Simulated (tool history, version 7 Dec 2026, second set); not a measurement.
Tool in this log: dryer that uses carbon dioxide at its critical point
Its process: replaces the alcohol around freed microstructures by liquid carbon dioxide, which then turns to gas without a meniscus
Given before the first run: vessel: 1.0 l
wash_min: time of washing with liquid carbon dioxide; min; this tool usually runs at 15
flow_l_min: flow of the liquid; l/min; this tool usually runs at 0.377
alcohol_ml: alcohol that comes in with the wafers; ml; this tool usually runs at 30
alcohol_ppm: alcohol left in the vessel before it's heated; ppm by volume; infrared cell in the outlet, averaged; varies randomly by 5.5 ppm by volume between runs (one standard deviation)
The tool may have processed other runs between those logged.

Run 1, hour 0.0: usual settings. Result: alcohol_ppm 245 ppm by volume.
Run 2, hour 27.2: usual settings. Result: alcohol_ppm 250 ppm by volume.
Run 3, hour 46.5: usual settings but wash_min 18 min. Result: alcohol_ppm 135 ppm by volume.
Run 4, hour 74.1: usual settings but wash_min 18 min. Result: alcohol_ppm 140 ppm by volume.
Run 5, hour 88.2: usual settings but wash_min 18 min. Result: alcohol_ppm 132 ppm by volume.
Run 6, hour 111.8: usual settings but wash_min 19 min. Result: alcohol_ppm 127 ppm by volume.
Run 7, hour 124.1: usual settings but wash_min 19 min. Result: alcohol_ppm 122 ppm by volume.
Run 8, hour 141.2: usual settings but wash_min 19 min. Result: alcohol_ppm 126 ppm by volume.
Run 9, hour 157.3: usual settings but wash_min 19 min. Result: alcohol_ppm 117 ppm by volume.
Run 10, hour 173.9: usual settings. Result: alcohol_ppm 290 ppm by volume.
Run 11, hour 190.2: usual settings. Result: alcohol_ppm 282 ppm by volume.
At hour 193.0: inlet filter changed.
Run 12, hour 214.3: usual settings. Result: alcohol_ppm 226 ppm by volume.
Run 13, hour 227.0: usual settings. Result: alcohol_ppm 239 ppm by volume.
Run 14, hour 252.8: usual settings. Result: alcohol_ppm 236 ppm by volume.
Run 15, hour 264.9: usual settings. Result: alcohol_ppm 235 ppm by volume.
Run 16, hour 279.1: usual settings but wash_min 12 min, flow_l_min 0.610 l/min, alcohol_ml 87 ml. Result: alcohol_ppm 176 ppm by volume.
Run 17, hour 302.9: usual settings but wash_min 10 min, flow_l_min 0.239 l/min, alcohol_ml 25 ml. Result: alcohol_ppm 3090 ppm by volume.
Run 18, hour 322.4: usual settings but wash_min 21 min, flow_l_min 0.359 l/min, alcohol_ml 25 ml. Result: alcohol_ppm 107 ppm by volume.
Run 19, hour 340.3: usual settings but wash_min 12 min, flow_l_min 0.628 l/min, alcohol_ml 48 ml. Result: alcohol_ppm 125 ppm by volume.
Run 20, hour 365.5: usual settings but wash_min 12 min, flow_l_min 0.628 l/min, alcohol_ml 48 ml. Result: alcohol_ppm 126 ppm by volume.
Run 21, hour 388.6: usual settings but wash_min 12 min, flow_l_min 0.628 l/min, alcohol_ml 48 ml. Result: alcohol_ppm 127 ppm by volume.
Run 22, hour 416.0: usual settings but wash_min 12 min, flow_l_min 0.628 l/min, alcohol_ml 48 ml. Result: alcohol_ppm 134 ppm by volume.
Run 23, hour 443.7: usual settings but wash_min 12 min, flow_l_min 0.628 l/min, alcohol_ml 48 ml. Result: alcohol_ppm 134 ppm by volume.
Run 24, hour 461.6: usual settings but wash_min 20 min, flow_l_min 0.292 l/min, alcohol_ml 44 ml. Result: alcohol_ppm 344 ppm by volume.
Run 25, hour 481.4: usual settings but wash_min 11 min, flow_l_min 0.271 l/min, alcohol_ml 38 ml. Result: alcohol_ppm 2859 ppm by volume.
Run 26, hour 503.4: usual settings but wash_min 11 min, flow_l_min 0.271 l/min, alcohol_ml 38 ml. Result: alcohol_ppm 2872 ppm by volume.
Run 27, hour 528.7: usual settings but flow_l_min 0.310 l/min, alcohol_ml 80 ml. Result: alcohol_ppm 1430 ppm by volume.
Run 28, hour 544.6: usual settings but wash_min 10 min, flow_l_min 0.429 l/min, alcohol_ml 78 ml. Result: alcohol_ppm 1790 ppm by volume.
Run 29, hour 567.8: usual settings but wash_min 19 min. Result: alcohol_ppm 165 ppm by volume.

Forecast each of these 5 alternatives for the next run:
Run A, hour 588.5: usual settings but wash_min 19 min, flow_l_min 0.521 l/min. Result: alcohol_ppm ?.
Run B, hour 588.5: usual settings but wash_min 19 min, flow_l_min 0.634 l/min, alcohol_ml 107 ml. Result: alcohol_ppm ?.
Run C, hour 588.5: usual settings but wash_min 23 min, flow_l_min 0.545 l/min, alcohol_ml 29 ml. Result: alcohol_ppm ?.
Run D, hour 588.5: usual settings but wash_min 19 min, alcohol_ml 38 ml. Result: alcohol_ppm ?.
Run E, hour 588.5: usual settings but wash_min 19 min. Result: alcohol_ppm ?.

run  alcohol_ppm
  A          104
  B          121
  C          101
  D          176
  E          162
What these runs would have given with no unlogged condition in the tool:
run  alcohol_ppm
  A            0
  B           16
  C            0
  D           58
  E           43

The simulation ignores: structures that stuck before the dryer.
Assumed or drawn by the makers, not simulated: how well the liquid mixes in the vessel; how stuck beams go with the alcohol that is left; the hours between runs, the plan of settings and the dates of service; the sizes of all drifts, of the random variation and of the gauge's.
